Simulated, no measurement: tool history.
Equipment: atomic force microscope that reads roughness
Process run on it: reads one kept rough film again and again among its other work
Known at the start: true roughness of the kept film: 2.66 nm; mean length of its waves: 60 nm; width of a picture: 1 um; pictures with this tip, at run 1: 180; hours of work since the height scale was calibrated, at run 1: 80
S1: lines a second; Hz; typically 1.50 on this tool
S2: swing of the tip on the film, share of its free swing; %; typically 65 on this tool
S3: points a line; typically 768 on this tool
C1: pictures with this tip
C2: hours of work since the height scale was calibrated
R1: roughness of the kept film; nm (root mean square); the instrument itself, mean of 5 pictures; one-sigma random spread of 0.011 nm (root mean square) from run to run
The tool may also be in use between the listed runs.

| run | day | S1 | S2 | S3 | C1 | C2 | R1 |
|---|---|---|---|---|---|---|---|
| 1 | 0.000 | 1.50 | 65 | 768 | 180 | 80 | 2.513 |
| 2 | 0.288 | 1.50 | 65 | 768 | 188 | 83 | 2.508 |
| 3 | 0.479 | 1.50 | 86 | 768 | 194 | 85 | 2.314 |
| 4 | 0.767 | 1.50 | 86 | 768 | 203 | 88 | 2.313 |
|  | 0.908 | new tip fitted |
| 5 | 1.208 | 1.50 | 65 | 768 | 9 | 92 | 2.501 |
| 6 | 1.558 | 1.50 | 65 | 768 | 19 | 96 | 2.494 |
| 7 | 1.896 | 1.50 | 89 | 768 | 29 | 99 | 2.272 |
| 8 | 2.183 | 1.50 | 89 | 768 | 38 | 102 | 2.270 |
| 9 | 2.554 | 1.50 | 89 | 768 | 49 | 106 | 2.286 |
| 10 | 2.888 | 1.50 | 65 | 290 | 59 | 109 | 2.504 |
| 11 | 3.317 | 1.50 | 65 | 290 | 71 | 114 | 2.472 |
| 12 | 3.650 | 1.50 | 65 | 290 | 81 | 117 | 2.484 |
| 13 | 4.038 | 2.05 | 74 | 258 | 93 | 121 | 2.379 |
| 14 | 4.454 | 0.51 | 55 | 780 | 105 | 125 | 2.561 |
| 15 | 4.675 | 1.34 | 55 | 261 | 111 | 128 | 2.547 |
| 16 | 4.871 | 1.25 | 85 | 768 | 117 | 130 | 2.380 |
| 17 | 5.129 | 1.25 | 85 | 768 | 125 | 132 | 2.361 |
| 18 | 5.512 | 1.13 | 65 | 369 | 136 | 136 | 2.518 |
| 19 | 5.821 | 1.13 | 65 | 369 | 145 | 139 | 2.523 |
| 20 | 6.096 | 1.31 | 82 | 415 | 153 | 142 | 2.401 |
| 21 | 6.488 | 0.85 | 76 | 415 | 165 | 146 | 2.489 |
| 22 | 6.738 | 2.24 | 65 | 671 | 172 | 149 | 2.457 |
| 23 | 7.133 | 2.24 | 65 | 671 | 184 | 153 | 2.449 |
| 24 | 7.325 | 0.52 | 63 | 295 | 190 | 155 | 2.562 |

How the hidden state differs across the entries between the runs, from the last listed run before each to the first after it:
Between runs 4 and 5: new tip fitted (day 0.908)
  radius of the tip, nm: 7.7 -> 7

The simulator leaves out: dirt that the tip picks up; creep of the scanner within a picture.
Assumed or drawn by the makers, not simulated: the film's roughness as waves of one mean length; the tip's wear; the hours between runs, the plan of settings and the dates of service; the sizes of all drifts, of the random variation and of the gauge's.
